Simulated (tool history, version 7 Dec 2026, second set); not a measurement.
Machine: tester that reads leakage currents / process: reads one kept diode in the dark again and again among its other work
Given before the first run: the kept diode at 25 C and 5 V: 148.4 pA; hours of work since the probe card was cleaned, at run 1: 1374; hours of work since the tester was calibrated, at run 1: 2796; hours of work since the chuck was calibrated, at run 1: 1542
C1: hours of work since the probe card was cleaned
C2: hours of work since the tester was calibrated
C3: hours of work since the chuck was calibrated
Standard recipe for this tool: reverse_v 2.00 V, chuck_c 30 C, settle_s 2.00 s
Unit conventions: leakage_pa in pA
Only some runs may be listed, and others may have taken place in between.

run 1 day=0.000 | reverse_v=2.00 chuck_c=30 settle_s=2.00 | C1=1374 C2=2796 C3=1542 | leakage_pa=176.79
run 2 day=6.412 | reverse_v=2.00 chuck_c=30 settle_s=2.00 | C1=1468 C2=2890 C3=1636 | leakage_pa=177.62
run 3 day=12.933 | reverse_v=2.00 chuck_c=30 settle_s=2.00 | C1=1564 C2=2986 C3=1731 | leakage_pa=179.01
-- day=16.792 chuck's temperature calibrated
run 4 day=18.929 | reverse_v=2.00 chuck_c=43 settle_s=2.00 | C1=1651 C2=3073 C3=31 | leakage_pa=401.65
run 5 day=22.283 | reverse_v=2.00 chuck_c=53 settle_s=2.00 | C1=1700 C2=3122 C3=81 | leakage_pa=802.66
run 6 day=25.271 | reverse_v=2.00 chuck_c=53 settle_s=0.57 | C1=1744 C2=3166 C3=124 | leakage_pa=806.84
run 7 day=31.229 | reverse_v=2.91 chuck_c=30 settle_s=2.00 | C1=1831 C2=3253 C3=212 | leakage_pa=185.03
run 8 day=38.171 | reverse_v=2.91 chuck_c=30 settle_s=2.00 | C1=1933 C2=3355 C3=314 | leakage_pa=186.65
run 9 day=42.496 | reverse_v=2.91 chuck_c=32 settle_s=2.00 | C1=1997 C2=3419 C3=377 | leakage_pa=218.67
run 10 day=49.292 | reverse_v=2.91 chuck_c=32 settle_s=2.00 | C1=2096 C2=3518 C3=477 | leakage_pa=220.13
-- day=49.675 tester calibrated
run 11 day=52.829 | reverse_v=4.46 chuck_c=32 settle_s=2.00 | C1=2147 C2=46 C3=528 | leakage_pa=262.45
run 12 day=58.579 | reverse_v=4.46 chuck_c=32 settle_s=2.00 | C1=2231 C2=131 C3=612 | leakage_pa=266.38
run 13 day=62.908 | reverse_v=2.00 chuck_c=26 settle_s=2.00 | C1=2295 C2=194 C3=675 | leakage_pa=122.48
run 14 day=67.254 | reverse_v=2.00 chuck_c=26 settle_s=2.00 | C1=2359 C2=258 C3=739 | leakage_pa=123.18
-- day=68.846 probe card cleaned and baked
-- day=69.317 tester calibrated, once more
run 15 day=73.088 | reverse_v=2.00 chuck_c=56 settle_s=1.58 | C1=61 C2=55 C3=822 | leakage_pa=1013.70
run 16 day=78.258 | reverse_v=2.00 chuck_c=33 settle_s=0.30 | C1=137 C2=131 C3=898 | leakage_pa=206.29
run 17 day=82.271 | reverse_v=5.57 chuck_c=30 settle_s=5.08 | C1=196 C2=190 C3=956 | leakage_pa=245.72
run 18 day=88.375 | reverse_v=1.14 chuck_c=24 settle_s=4.65 | C1=285 C2=280 C3=1046 | leakage_pa=83.35
run 19 day=93.367 | reverse_v=2.00 chuck_c=30 settle_s=2.97 | C1=359 C2=353 C3=1119 | leakage_pa=166.79

Predict the results of run 20:
run 20 day=97.596 | reverse_v=1.67 chuck_c=30 settle_s=2.00 | C1=421 C2=415 C3=1181 | leakage_pa=?

Logged for run 20: leakage_pa 156.67 pA.
With no hidden state in the tool, this same run would have given leakage_pa 143.46 pA.

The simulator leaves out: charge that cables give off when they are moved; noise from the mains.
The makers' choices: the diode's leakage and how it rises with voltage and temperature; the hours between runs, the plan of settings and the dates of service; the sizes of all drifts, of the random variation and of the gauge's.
